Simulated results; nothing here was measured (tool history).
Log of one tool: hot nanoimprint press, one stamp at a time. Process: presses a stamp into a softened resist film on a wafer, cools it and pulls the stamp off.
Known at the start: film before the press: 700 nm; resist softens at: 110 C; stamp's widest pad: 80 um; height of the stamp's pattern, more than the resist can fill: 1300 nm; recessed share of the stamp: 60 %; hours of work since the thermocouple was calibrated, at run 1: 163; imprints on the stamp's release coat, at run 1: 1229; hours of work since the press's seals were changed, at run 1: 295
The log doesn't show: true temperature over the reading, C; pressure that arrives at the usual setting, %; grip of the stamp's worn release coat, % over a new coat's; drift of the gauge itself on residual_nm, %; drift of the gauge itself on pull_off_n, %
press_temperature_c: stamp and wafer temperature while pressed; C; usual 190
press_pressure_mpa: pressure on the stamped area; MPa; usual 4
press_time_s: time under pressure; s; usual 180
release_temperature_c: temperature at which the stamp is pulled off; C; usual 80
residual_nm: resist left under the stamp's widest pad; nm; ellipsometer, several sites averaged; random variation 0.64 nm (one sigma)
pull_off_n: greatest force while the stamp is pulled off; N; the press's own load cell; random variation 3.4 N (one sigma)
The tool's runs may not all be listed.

run	hour	press_temperature_c	press_pressure_mpa	press_time_s	release_temperature_c	hours of work since the thermocouple was calibrated	imprints on the stamp's release coat	hours of work since the press's seals were changed	residual_nm	pull_off_n
1	0	190	4	180	80	163	1229	295	419	161
2	16.4	190	4	180	80	176	1276	308	418.1	167
3	28.5	190	4	180	80	186	1311	318	418.8	164
4	52.3	190	4	180	80	205	1379	336	418.5	162
5	75.5	190	2.6	180	80	223	1445	355	476	166
6	96	190	2.6	180	80	239	1504	371	477	161
7	118.8	190	2.6	180	80	257	1569	389	475	168
8	143.2	190	4	180	80	277	1639	408	418.1	163
9	164.7	190	4	180	80	294	1701	426	418.9	171
10	177.5	190	4	180	80	304	1737	436	418.2	166
# hour 203.7: stamp cleaned and given a new release coat
11	204.3	190	4	240	80	320	2	452	380.2	159
# hour 214.7: plate thermocouple calibrated
12	224.9	190	3.6	180	80	8	52	466	432.8	160
13	242	190	4	180	80	22	101	480	417.3	155
14	252.4	190	6.38	180	80	30	131	488	354.1	157
15	274.9	190	6.38	180	80	48	195	506	354.8	167
16	292.5	190	4	118	73	62	245	520	473.2	182
17	315.6	190	4	118	73	80	312	538	475.4	178
# hour 334.7: press's hydraulic seals changed and the load cell set to zero
18	344	190	4	118	73	96	370	7	473.9	178
19	368.2	198	4.56	126	80	115	439	27	347.2	162
20	389	198	4.56	126	80	132	499	43	347.8	171
21	411.9	196	3.34	235	83	150	564	61	331.9	156
22	435	196	3.34	235	83	168	630	79	332.1	156
23	455.2	181	6.13	104	83	184	688	96	549.6	153
24	476.5	187	3.42	211	68	201	749	112	458.2	196
25	492.1	187	4.92	346	68	214	794	125	344.2	191
26	503.3	200	4.18	108	70	222	826	134	357	188
27	520.2	186	4.34	201	87	236	874	147	447.3	146
28	536.5	186	4.34	201	87	249	921	160	446.9	148
29	552.2	190	4	180	84	261	965	172	417.5	152

Forecast each of these 5 alternatives for the next run:
A	564.3	190	4	180	79	271	1000	182	?	?
B	564.3	200	4	184	69	271	1000	182	?	?
C	564.3	202	5.77	180	69	271	1000	182	?	?
D	564.3	190	4.07	239	79	271	1000	182	?	?
E	564.3	190	4	155	88	271	1000	182	?	?

run	residual_nm	pull_off_n
A	419.9	167
B	295.4	191
C	236.4	190
D	377.6	166
E	438	139
Without the tool's hidden state the same runs would have given:
run	residual_nm	pull_off_n
A	420.2	166
B	295.7	189
C	236.6	188
D	378	164
E	438.4	138

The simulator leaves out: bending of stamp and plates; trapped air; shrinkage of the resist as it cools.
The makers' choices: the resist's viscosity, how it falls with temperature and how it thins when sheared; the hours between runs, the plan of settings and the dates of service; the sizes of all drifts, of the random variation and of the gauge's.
